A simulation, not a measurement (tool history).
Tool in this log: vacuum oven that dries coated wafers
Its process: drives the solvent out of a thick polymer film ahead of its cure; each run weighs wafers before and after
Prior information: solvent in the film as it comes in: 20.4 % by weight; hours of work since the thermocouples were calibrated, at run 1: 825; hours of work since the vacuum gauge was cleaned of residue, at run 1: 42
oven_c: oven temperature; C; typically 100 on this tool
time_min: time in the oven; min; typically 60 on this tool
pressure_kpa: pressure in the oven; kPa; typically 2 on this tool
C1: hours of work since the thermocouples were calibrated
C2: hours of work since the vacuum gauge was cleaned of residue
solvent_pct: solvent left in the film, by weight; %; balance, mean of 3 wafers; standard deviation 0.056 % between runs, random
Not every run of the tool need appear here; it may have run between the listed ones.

run 1 hour=0 | oven_c=100 time_min=60 pressure_kpa=2 | C1=825 C2=42 | solvent_pct=2.94
run 2 hour=5.8 | oven_c=100 time_min=60 pressure_kpa=2 | C1=828 C2=45 | solvent_pct=2.98
run 3 hour=11.7 | oven_c=100 time_min=60 pressure_kpa=2 | C1=831 C2=48 | solvent_pct=2.97
run 4 hour=19.7 | oven_c=100 time_min=60 pressure_kpa=2 | C1=835 C2=52 | solvent_pct=2.97
run 5 hour=29 | oven_c=100 time_min=60 pressure_kpa=2 | C1=840 C2=57 | solvent_pct=2.93
run 6 hour=39.5 | oven_c=100 time_min=60 pressure_kpa=2 | C1=845 C2=62 | solvent_pct=2.8
run 7 hour=47.7 | oven_c=100 time_min=60 pressure_kpa=2 | C1=849 C2=66 | solvent_pct=3.05
run 8 hour=53.3 | oven_c=100 time_min=60 pressure_kpa=2 | C1=852 C2=69 | solvent_pct=3.05
run 9 hour=61.4 | oven_c=100 time_min=60 pressure_kpa=2 | C1=856 C2=72 | solvent_pct=2.88
run 10 hour=68.4 | oven_c=100 time_min=60 pressure_kpa=2 | C1=859 C2=76 | solvent_pct=2.98
run 11 hour=77.7 | oven_c=106 time_min=76 pressure_kpa=1.4 | C1=864 C2=80 | solvent_pct=1.15
run 12 hour=87.9 | oven_c=90 time_min=60 pressure_kpa=2.67 | C1=869 C2=85 | solvent_pct=5.84
run 13 hour=96.7 | oven_c=86 time_min=64 pressure_kpa=4.2 | C1=873 C2=90 | solvent_pct=7.3

Estimate the outcome of run 14 from the log above:
run 14 hour=107.4 | oven_c=86 time_min=64 pressure_kpa=4.2 | C1=878 C2=95 | solvent_pct=?

solvent_pct: 7.36 %
Were there no unlogged condition in the tool, this run, its random variation unchanged, would have produced solvent_pct 6.78 %.
